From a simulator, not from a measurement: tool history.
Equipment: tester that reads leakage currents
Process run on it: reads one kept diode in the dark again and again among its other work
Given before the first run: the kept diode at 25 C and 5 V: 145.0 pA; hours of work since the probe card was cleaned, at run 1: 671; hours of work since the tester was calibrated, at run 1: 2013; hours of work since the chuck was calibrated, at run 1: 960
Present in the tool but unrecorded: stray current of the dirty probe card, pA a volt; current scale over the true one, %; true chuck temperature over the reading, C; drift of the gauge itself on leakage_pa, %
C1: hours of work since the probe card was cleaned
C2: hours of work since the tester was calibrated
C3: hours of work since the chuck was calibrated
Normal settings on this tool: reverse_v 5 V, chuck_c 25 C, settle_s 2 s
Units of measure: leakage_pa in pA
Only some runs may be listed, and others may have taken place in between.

run 1 hour=0 | reverse_v=5 chuck_c=25 settle_s=2 | C1=671 C2=2013 C3=960 | leakage_pa=154.78
run 2 hour=118 | reverse_v=5 chuck_c=25 settle_s=2.86 | C1=735 C2=2077 C3=1024 | leakage_pa=154.98
run 3 hour=191.4 | reverse_v=5 chuck_c=25 settle_s=2.86 | C1=775 C2=2117 C3=1064 | leakage_pa=156.15
-- hour=237.8 chuck's temperature calibrated
run 4 hour=285.7 | reverse_v=5 chuck_c=25 settle_s=2.86 | C1=826 C2=2168 C3=26 | leakage_pa=150.23
-- hour=367.1 tester calibrated
run 5 hour=374 | reverse_v=5 chuck_c=25 settle_s=2.26 | C1=873 C2=4 C3=73 | leakage_pa=152.08
run 6 hour=451.4 | reverse_v=5 chuck_c=25 settle_s=2.26 | C1=915 C2=46 C3=116 | leakage_pa=153.54
run 7 hour=579.4 | reverse_v=5 chuck_c=25 settle_s=2.26 | C1=985 C2=116 C3=185 | leakage_pa=154.18
run 8 hour=679.1 | reverse_v=4.36 chuck_c=25 settle_s=2.26 | C1=1039 C2=170 C3=240 | leakage_pa=146.95
run 9 hour=791.2 | reverse_v=4.36 chuck_c=25 settle_s=2.26 | C1=1101 C2=232 C3=301 | leakage_pa=148.12
run 10 hour=922.4 | reverse_v=4.36 chuck_c=25 settle_s=2.26 | C1=1172 C2=303 C3=373 | leakage_pa=148.83
run 11 hour=1040.9 | reverse_v=5 chuck_c=25 settle_s=2 | C1=1237 C2=368 C3=438 | leakage_pa=157.88
run 12 hour=1151 | reverse_v=5 chuck_c=25 settle_s=2 | C1=1297 C2=428 C3=498 | leakage_pa=158
run 13 hour=1219.8 | reverse_v=5 chuck_c=25 settle_s=2 | C1=1335 C2=466 C3=535 | leakage_pa=159.46
run 14 hour=1302.7 | reverse_v=5 chuck_c=25 settle_s=2 | C1=1380 C2=511 C3=581 | leakage_pa=158.99
run 15 hour=1408.6 | reverse_v=5 chuck_c=25 settle_s=6.45 | C1=1438 C2=569 C3=638 | leakage_pa=159.38
run 16 hour=1525.1 | reverse_v=5 chuck_c=49 settle_s=2 | C1=1502 C2=632 C3=702 | leakage_pa=1309.78
run 17 hour=1633.1 | reverse_v=7.13 chuck_c=25 settle_s=2 | C1=1561 C2=691 C3=761 | leakage_pa=187.24
run 18 hour=1689 | reverse_v=7.13 chuck_c=25 settle_s=2 | C1=1591 C2=722 C3=791 | leakage_pa=186.42
run 19 hour=1750.9 | reverse_v=12.23 chuck_c=25 settle_s=2 | C1=1625 C2=756 C3=825 | leakage_pa=235.78
run 20 hour=1825.3 | reverse_v=12.23 chuck_c=25 settle_s=2 | C1=1665 C2=796 C3=866 | leakage_pa=235.72
run 21 hour=1927.5 | reverse_v=12.23 chuck_c=25 settle_s=2 | C1=1721 C2=852 C3=922 | leakage_pa=237.08
run 22 hour=1982.6 | reverse_v=12.23 chuck_c=25 settle_s=2 | C1=1751 C2=882 C3=952 | leakage_pa=237.62
-- hour=2007.4 probe card cleaned and baked
run 23 hour=2102.1 | reverse_v=12.23 chuck_c=25 settle_s=2 | C1=52 C2=946 C3=1015 | leakage_pa=210.49
-- hour=2233.3 chuck's temperature calibrated
run 24 hour=2233.3 | reverse_v=5 chuck_c=21 settle_s=1.73 | C1=122 C2=1017 C3=0 | leakage_pa=100.75
run 25 hour=2328.9 | reverse_v=8.55 chuck_c=36 settle_s=1.73 | C1=175 C2=1069 C3=52 | leakage_pa=496.91
run 26 hour=2463.3 | reverse_v=1.08 chuck_c=25 settle_s=1.23 | C1=248 C2=1142 C3=126 | leakage_pa=87.64
run 27 hour=2594.5 | reverse_v=1.08 chuck_c=25 settle_s=1.23 | C1=320 C2=1214 C3=197 | leakage_pa=88.79
run 28 hour=2695.7 | reverse_v=1.08 chuck_c=25 settle_s=1.23 | C1=375 C2=1269 C3=253 | leakage_pa=88.43
run 29 hour=2807.5 | reverse_v=1.08 chuck_c=25 settle_s=1.23 | C1=436 C2=1330 C3=314 | leakage_pa=89.17
run 30 hour=2873.4 | reverse_v=10.49 chuck_c=39 settle_s=5.35 | C1=472 C2=1366 C3=350 | leakage_pa=710.39
run 31 hour=2946.3 | reverse_v=13.14 chuck_c=23 settle_s=0.63 | C1=512 C2=1406 C3=389 | leakage_pa=183.83
run 32 hour=3055.9 | reverse_v=5 chuck_c=39 settle_s=2 | C1=572 C2=1466 C3=449 | leakage_pa=552.41
run 33 hour=3135.1 | reverse_v=5 chuck_c=39 settle_s=2 | C1=615 C2=1509 C3=493 | leakage_pa=550.79
run 34 hour=3244.3 | reverse_v=5 chuck_c=39 settle_s=2 | C1=674 C2=1569 C3=552 | leakage_pa=558.27
run 35 hour=3358.1 | reverse_v=2.55 chuck_c=35 settle_s=2 | C1=737 C2=1631 C3=614 | leakage_pa=308.14
run 36 hour=3493.9 | reverse_v=2.55 chuck_c=32 settle_s=4.71 | C1=811 C2=1705 C3=688 | leakage_pa=236.78
run 37 hour=3573.8 | reverse_v=2.55 chuck_c=32 settle_s=4.71 | C1=854 C2=1749 C3=732 | leakage_pa=237.76
run 38 hour=3674.2 | reverse_v=14.26 chuck_c=36 settle_s=3.03 | C1=909 C2=1803 C3=787 | leakage_pa=629.29
run 39 hour=3751 | reverse_v=14.26 chuck_c=36 settle_s=3.03 | C1=951 C2=1845 C3=829 | leakage_pa=626.66
run 40 hour=3836.4 | reverse_v=4.86 chuck_c=47 settle_s=6.9 | C1=998 C2=1892 C3=876 | leakage_pa=1110.88

Branching from run 40: 3 alternative next runs. What would each branch give?
run A hour=3897.9 | reverse_v=5 chuck_c=22 settle_s=2 | C1=1031 C2=1926 C3=909 | leakage_pa=?
run B hour=3897.9 | reverse_v=4.86 chuck_c=47 settle_s=3.17 | C1=1031 C2=1926 C3=909 | leakage_pa=?
run C hour=3897.9 | reverse_v=3.98 chuck_c=47 settle_s=6.9 | C1=1031 C2=1926 C3=909 | leakage_pa=?

run=A leakage_pa=121.58
run=B leakage_pa=1115.19
run=C leakage_pa=1033.33
Without the tool's unlogged condition, the same runs would have read:
run=A leakage_pa=108.34
run=B leakage_pa=1058.98
run=C leakage_pa=981.98

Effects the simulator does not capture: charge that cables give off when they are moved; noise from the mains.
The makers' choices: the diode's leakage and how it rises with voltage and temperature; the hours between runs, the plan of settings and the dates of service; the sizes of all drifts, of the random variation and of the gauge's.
